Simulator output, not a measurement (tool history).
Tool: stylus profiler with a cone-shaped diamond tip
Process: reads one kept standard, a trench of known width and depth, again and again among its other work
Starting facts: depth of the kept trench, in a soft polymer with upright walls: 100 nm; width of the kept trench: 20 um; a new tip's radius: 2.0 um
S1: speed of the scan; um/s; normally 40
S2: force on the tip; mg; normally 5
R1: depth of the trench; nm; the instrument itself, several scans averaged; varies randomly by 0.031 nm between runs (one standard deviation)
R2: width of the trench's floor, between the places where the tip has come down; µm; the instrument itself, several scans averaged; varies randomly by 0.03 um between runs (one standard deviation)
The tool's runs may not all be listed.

run   hour   S1     S2      R1     R2
  1      0   40      5  101.97  18.45
  2   65.8   40      5  101.99  18.46
  3  139.5   40      5  102.01  18.48
  4  230.3   35      5  101.97  18.48
  5  334.5   14      5  102.03  18.46
  6  393.9   40   1.67  101.08  18.41
  7    462   36   9.58  103.05  18.51
  8  551.9   40  13.54  103.92  18.48
  9  647.8  116      5  102.08  18.35
 10  737.3   18      5  102.03  18.48
 11  820.2   19   9.13  103.07   18.5

Forecast each of these 3 alternatives for the next run:
  A   909  20  9.13   ?   ?
  B   909  63     5   ?   ?
  C   909  40  2.37   ?   ?

run      R1     R2
  A  103.02  18.47
  B     102  18.37
  C  101.32  18.39
With no hidden state in the tool, these same runs would have given:
run      R1     R2
  A  102.88  18.75
  B  101.87  18.65
  C  101.18  18.67
